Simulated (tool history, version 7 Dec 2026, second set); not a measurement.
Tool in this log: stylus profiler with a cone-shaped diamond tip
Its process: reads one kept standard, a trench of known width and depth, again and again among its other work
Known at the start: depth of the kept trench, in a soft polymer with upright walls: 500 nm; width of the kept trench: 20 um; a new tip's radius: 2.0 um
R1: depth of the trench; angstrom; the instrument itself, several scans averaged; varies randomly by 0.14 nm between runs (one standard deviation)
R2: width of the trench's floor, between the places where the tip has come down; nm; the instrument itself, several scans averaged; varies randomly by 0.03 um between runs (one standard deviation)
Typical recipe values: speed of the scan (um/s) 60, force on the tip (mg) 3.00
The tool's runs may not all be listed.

{"run": 1, "hour": 0.0, "speed of the scan (um/s)": 60, "force on the tip (mg)": 3.0, "R1": 5038.3, "R2": 16910}
{"run": 2, "hour": 26.3, "speed of the scan (um/s)": 60, "force on the tip (mg)": 3.0, "R1": 5040.0, "R2": 16920}
{"run": 3, "hour": 43.1, "speed of the scan (um/s)": 60, "force on the tip (mg)": 3.0, "R1": 5038.7, "R2": 16900}
{"run": 4, "hour": 67.2, "speed of the scan (um/s)": 60, "force on the tip (mg)": 3.0, "R1": 5036.3, "R2": 16930}
{"run": 5, "hour": 91.7, "speed of the scan (um/s)": 60, "force on the tip (mg)": 3.0, "R1": 5040.4, "R2": 16890}
{"run": 6, "hour": 109.7, "speed of the scan (um/s)": 60, "force on the tip (mg)": 3.0, "R1": 5035.8, "R2": 16890}
{"run": 7, "hour": 124.8, "speed of the scan (um/s)": 60, "force on the tip (mg)": 3.06, "R1": 5037.2, "R2": 16870}
{"run": 8, "hour": 149.2, "speed of the scan (um/s)": 60, "force on the tip (mg)": 3.06, "R1": 5039.0, "R2": 16930}
{"run": 9, "hour": 168.7, "speed of the scan (um/s)": 40, "force on the tip (mg)": 3.0, "R1": 5037.4, "R2": 16910}
{"run": 10, "hour": 182.6, "speed of the scan (um/s)": 40, "force on the tip (mg)": 3.0, "R1": 5035.8, "R2": 16920}
{"run": 11, "hour": 209.9, "speed of the scan (um/s)": 40, "force on the tip (mg)": 3.0, "R1": 5034.8, "R2": 16880}
{"run": 12, "hour": 230.8, "speed of the scan (um/s)": 60, "force on the tip (mg)": 3.0, "R1": 5039.1, "R2": 16860}
{"run": 13, "hour": 255.2, "speed of the scan (um/s)": 60, "force on the tip (mg)": 3.0, "R1": 5036.3, "R2": 16850}
{"run": 14, "hour": 269.4, "speed of the scan (um/s)": 60, "force on the tip (mg)": 3.0, "R1": 5034.9, "R2": 16850}
{"run": 15, "hour": 296.1, "speed of the scan (um/s)": 60, "force on the tip (mg)": 3.0, "R1": 5035.5, "R2": 16730}
{"run": 16, "hour": 309.6, "speed of the scan (um/s)": 43, "force on the tip (mg)": 3.0, "R1": 5038.9, "R2": 16870}
{"run": 17, "hour": 322.9, "speed of the scan (um/s)": 48, "force on the tip (mg)": 2.15, "R1": 5028.1, "R2": 16820}
{"run": 18, "hour": 337.9, "speed of the scan (um/s)": 167, "force on the tip (mg)": 1.75, "R1": 5020.6, "R2": 16430}
{"run": 19, "hour": 354.5, "speed of the scan (um/s)": 69, "force on the tip (mg)": 3.0, "R1": 5034.9, "R2": 16800}
{"run": 20, "hour": 374.6, "speed of the scan (um/s)": 87, "force on the tip (mg)": 4.46, "R1": 5047.0, "R2": 16730}
{"run": 21, "hour": 388.2, "speed of the scan (um/s)": 19, "force on the tip (mg)": 1.72, "R1": 5019.7, "R2": 16880}
{"run": 22, "hour": 414.7, "speed of the scan (um/s)": 19, "force on the tip (mg)": 3.41, "R1": 5041.7, "R2": 16890}
{"run": 23, "hour": 430.9, "speed of the scan (um/s)": 154, "force on the tip (mg)": 2.49, "R1": 5028.2, "R2": 16500}

Predict the results of run 24:
{"run": 24, "hour": 450.7, "speed of the scan (um/s)": 171, "force on the tip (mg)": 2.93, "R1": "?", "R2": "?"}

{"run 24": {"R1": 5033.9, "R2": 16510}}
With no hidden state in the tool, this same run would have given R1 5044.7 angstrom, R2 16930 nm.

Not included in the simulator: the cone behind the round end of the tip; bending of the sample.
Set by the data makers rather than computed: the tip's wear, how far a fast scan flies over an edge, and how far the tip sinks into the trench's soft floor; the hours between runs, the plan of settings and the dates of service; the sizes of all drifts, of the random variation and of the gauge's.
